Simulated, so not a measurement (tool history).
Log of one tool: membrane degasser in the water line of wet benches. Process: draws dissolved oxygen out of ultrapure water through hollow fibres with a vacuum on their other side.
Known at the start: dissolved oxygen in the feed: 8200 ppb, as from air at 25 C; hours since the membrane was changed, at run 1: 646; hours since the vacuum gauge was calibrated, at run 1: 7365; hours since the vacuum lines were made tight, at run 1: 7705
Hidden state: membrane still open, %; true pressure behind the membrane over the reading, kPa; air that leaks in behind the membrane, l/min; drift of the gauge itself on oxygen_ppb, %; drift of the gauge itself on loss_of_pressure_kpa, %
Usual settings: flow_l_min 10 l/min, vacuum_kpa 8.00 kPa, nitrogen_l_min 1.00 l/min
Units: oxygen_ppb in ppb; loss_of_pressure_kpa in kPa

run    hour  flow_l_min  vacuum_kpa  nitrogen_l_min  hours since the membrane was changed  hours since the vacuum gauge was calibrated  hours since the vacuum lines were made tight  oxygen_ppb  loss_of_pressure_kpa
  1     0.0          10        8.00            1.00                                   646                                         7365                                          7705       377.6                 35.15
  2    91.1          10       13.37            1.00                                   737                                         7456                                          7796       489.1                 35.42
      138.1  -- seals of the vacuum lines changed
  3   160.8          10        8.00            1.00                                   805                                         7524                                            23       368.3                 35.65
  4   238.9          10        8.00            1.00                                   883                                         7602                                           101       382.9                 35.14
  5   311.9           7        8.00            1.00                                   956                                         7675                                           174       169.3                 24.72
  6   420.9          10        8.00            1.00                                  1065                                         7784                                           283       376.7                 34.89
  7   477.2          10       11.47            1.00                                  1121                                         7840                                           339       453.7                 35.09
  8   560.7          10       11.47            1.00                                  1205                                         7923                                           423       452.6                 35.02
  9   644.7          10        8.00            1.00                                  1289                                         8007                                           507       378.4                 35.12
 10   713.0          10        8.00            1.00                                  1357                                         8076                                           575       378.7                 34.79
      769.3  -- vacuum gauge calibrated
 11   790.0          10        8.00            1.76                                  1433                                           21                                           651       335.9                 35.08
 12   861.9          10        8.00            1.76                                  1505                                           93                                           723       346.7                 34.87
 13   940.8          10        5.51            1.00                                  1584                                          171                                           802       321.3                 34.65
 14  1053.1          10        5.51            1.00                                  1697                                          284                                           915       324.8                 34.63
 15  1133.6          10        8.00            0.56                                  1777                                          364                                           995       454.1                 34.58
 16  1210.8          15        8.00            1.00                                  1854                                          441                                          1072       833.4                 52.10
 17  1284.8          15        8.00            1.00                                  1928                                          516                                          1146       833.4                 51.73
     1327.6  -- gauge calibrated
 18  1357.2           8       10.17            0.89                                  2001                                          588                                          1219       287.3                 28.31
 19  1431.9          10        8.00            0.66                                  2075                                          663                                          1293       427.7                 35.51
 20  1539.5          10        8.00            0.59                                  2183                                          770                                          1401       442.9                 35.22
 21  1638.1          10       12.99            1.46                                  2282                                          869                                          1500       424.9                 35.29
 22  1746.8           9       12.42            1.71                                  2390                                          977                                          1608       318.6                 31.58
 23  1824.1           9        5.54            1.00                                  2468                                         1055                                          1686       252.0                 31.39
 24  1888.9           8        6.77            0.41                                  2532                                         1120                                          1750       290.3                 28.05
 25  1968.6           8        6.77            0.41                                  2612                                         1199                                          1830       288.5                 27.81
 26  2055.4           8        6.77            0.41                                  2699                                         1286                                          1917       291.2                 27.98
 27  2145.9           8        6.77            0.41                                  2789                                         1377                                          2007       288.1                 27.79
 28  2262.2           8        6.77            0.41                                  2906                                         1493                                          2124       293.6                 27.96
 29  2375.0           9       18.65            0.76                                  3018                                         1606                                          2236       603.7                 31.28
 30  2443.4           8        8.00            1.05                                  3087                                         1674                                          2305       231.6                 27.87
 31  2552.8           8        8.00            1.05                                  3196                                         1783                                          2414       232.0                 27.82
 32  2657.5           8        8.00            1.05                                  3301                                         1888                                          2519       227.2                 27.84
 33  2720.8           6        9.06            2.98                                  3364                                         1951                                          2582        81.9                 20.29

The same runs without the tool's hidden state, with the same run-to-run variation:
run  loss_of_pressure_kpa
  1                 35.15
  2                 35.48
  3                 35.76
  4                 35.31
  5                 24.88
  6                 35.19
  7                 35.45
  8                 35.43
  9                 35.59
 10                 35.32
 11                 35.66
 12                 35.51
 13                 35.35
 14                 35.41
 15                 35.42
 16                 53.45
 17                 53.16
 18                 28.32
 19                 35.58
 20                 35.37
 21                 35.52
 22                 31.85
 23                 31.72
 24                 28.38
 25                 28.19
 26                 28.42
 27                 28.27
 28                 28.51
 29                 31.98
 30                 28.53
 31                 28.55
 32                 28.63
 33                 20.91
oxygen_ppb: within 0.2 ppb of the measured result in every run.
